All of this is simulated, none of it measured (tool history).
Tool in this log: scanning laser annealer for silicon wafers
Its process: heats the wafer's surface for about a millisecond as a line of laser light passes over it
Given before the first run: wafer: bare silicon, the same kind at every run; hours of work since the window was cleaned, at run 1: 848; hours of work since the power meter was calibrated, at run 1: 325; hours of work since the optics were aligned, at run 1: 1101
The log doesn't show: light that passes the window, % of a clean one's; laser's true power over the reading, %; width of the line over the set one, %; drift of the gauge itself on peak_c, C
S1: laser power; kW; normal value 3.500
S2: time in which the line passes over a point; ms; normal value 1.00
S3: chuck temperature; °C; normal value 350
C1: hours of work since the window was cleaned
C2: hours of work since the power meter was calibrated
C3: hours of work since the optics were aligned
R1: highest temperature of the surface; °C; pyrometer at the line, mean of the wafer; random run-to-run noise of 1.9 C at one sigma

run 1 hour=0.0 | S1=3.500 S2=1.00 S3=350 | C1=848 C2=325 C3=1101 | R1=1071
run 2 hour=10.2 | S1=3.500 S2=1.00 S3=350 | C1=853 C2=330 C3=1106 | R1=1070
run 3 hour=18.5 | S1=3.500 S2=1.00 S3=323 | C1=857 C2=334 C3=1110 | R1=1040
run 4 hour=33.7 | S1=3.500 S2=1.00 S3=323 | C1=865 C2=341 C3=1117 | R1=1043
run 5 hour=43.1 | S1=3.428 S2=1.00 S3=323 | C1=869 C2=346 C3=1122 | R1=1030
run 6 hour=53.6 | S1=3.428 S2=1.00 S3=323 | C1=875 C2=351 C3=1127 | R1=1026
run 7 hour=69.1 | S1=3.428 S2=1.00 S3=323 | C1=882 C2=359 C3=1135 | R1=1027
run 8 hour=78.7 | S1=3.500 S2=1.00 S3=350 | C1=887 C2=364 C3=1139 | R1=1068
-- hour=85.0 optics aligned, line set to its width
run 9 hour=97.3 | S1=3.500 S2=1.00 S3=350 | C1=894 C2=370 C3=6 | R1=1068
run 10 hour=117.3 | S1=3.500 S2=1.00 S3=350 | C1=903 C2=380 C3=16 | R1=1065
run 11 hour=130.2 | S1=3.500 S2=1.00 S3=350 | C1=910 C2=387 C3=22 | R1=1064
run 12 hour=141.4 | S1=3.500 S2=1.00 S3=350 | C1=915 C2=392 C3=28 | R1=1064
-- hour=149.2 optics aligned, line set to its width, once more
run 13 hour=161.4 | S1=3.500 S2=1.00 S3=350 | C1=923 C2=399 C3=6 | R1=1072
run 14 hour=173.0 | S1=3.500 S2=1.00 S3=350 | C1=928 C2=405 C3=12 | R1=1074
run 15 hour=182.7 | S1=3.232 S2=1.24 S3=349 | C1=933 C2=410 C3=17 | R1=1111

What does the tool deliver on the next run?
run 16 hour=199.1 | S1=3.421 S2=0.79 S3=356 | C1=941 C2=418 C3=25 | R1=?

R1: 970 °C
Take away the tool's hidden state, keep the run-to-run variation as it was, and the same run would have given R1 983 °C.
